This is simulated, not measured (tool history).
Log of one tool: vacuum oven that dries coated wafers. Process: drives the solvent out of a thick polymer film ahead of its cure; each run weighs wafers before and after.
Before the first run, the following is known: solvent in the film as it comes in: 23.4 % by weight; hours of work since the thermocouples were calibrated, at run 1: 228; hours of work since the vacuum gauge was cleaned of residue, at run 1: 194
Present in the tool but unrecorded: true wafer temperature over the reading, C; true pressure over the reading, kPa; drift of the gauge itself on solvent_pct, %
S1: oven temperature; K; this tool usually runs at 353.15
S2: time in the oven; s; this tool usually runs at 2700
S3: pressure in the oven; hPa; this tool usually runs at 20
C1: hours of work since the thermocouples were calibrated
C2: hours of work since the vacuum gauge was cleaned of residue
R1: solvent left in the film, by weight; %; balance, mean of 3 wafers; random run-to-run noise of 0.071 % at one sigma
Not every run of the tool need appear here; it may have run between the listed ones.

run	hour	S1	S2	S3	C1	C2	R1
1	0	353.15	2700	20	228	194	5.8
2	10.1	353.15	2700	20	233	199	5.79
3	30.3	353.15	2700	20	244	210	5.75
4	46.9	353.15	2700	20	252	218	5.79
5	63.6	353.15	2700	25.8	261	227	6.3
6	84.4	354.15	2700	20	272	238	5.42
7	99.5	354.15	2700	20	280	246	5.54
8	108.7	354.15	2700	20	285	250	5.4
9	118.3	354.15	2700	20	290	256	5.54
10	137	354.15	2700	20	299	265	5.54
11	147.8	354.15	2700	20	305	271	5.42
12	158.2	361.15	4560	20	311	276	2.1
13	172.4	361.15	4560	20	318	284	2.08
# hour 175.5: oven's thermocouples calibrated
14	190	361.15	4560	20	8	292	2.17
15	200.8	352.15	1860	20	13	298	8.57
16	214.9	352.15	3240	20	21	305	5.33
17	235.8	346.15	1500	20.3	32	316	12.28
# hour 249.7: oven's thermocouples calibrated, once more
18	258.3	360.15	2700	19.5	5	327	3.47
19	268.8	360.15	2700	19.5	10	332	3.41

4 options for the next run, each taken on its own from the tool as it stands now. Forecast them:
A	278.7	358.15	2700	20	15	337	?
B	278.7	342.15	2700	21.4	15	337	?
C	278.7	338.15	4500	61.8	15	337	?
D	278.7	352.15	1920	19.9	15	337	?

run	R1
A	3.97
B	10.49
C	16.25
D	7.96
With the hidden condition removed and each run's random variation left untouched, the same runs would have given:
run	R1
A	3.8
B	10.22
C	15.89
D	7.75
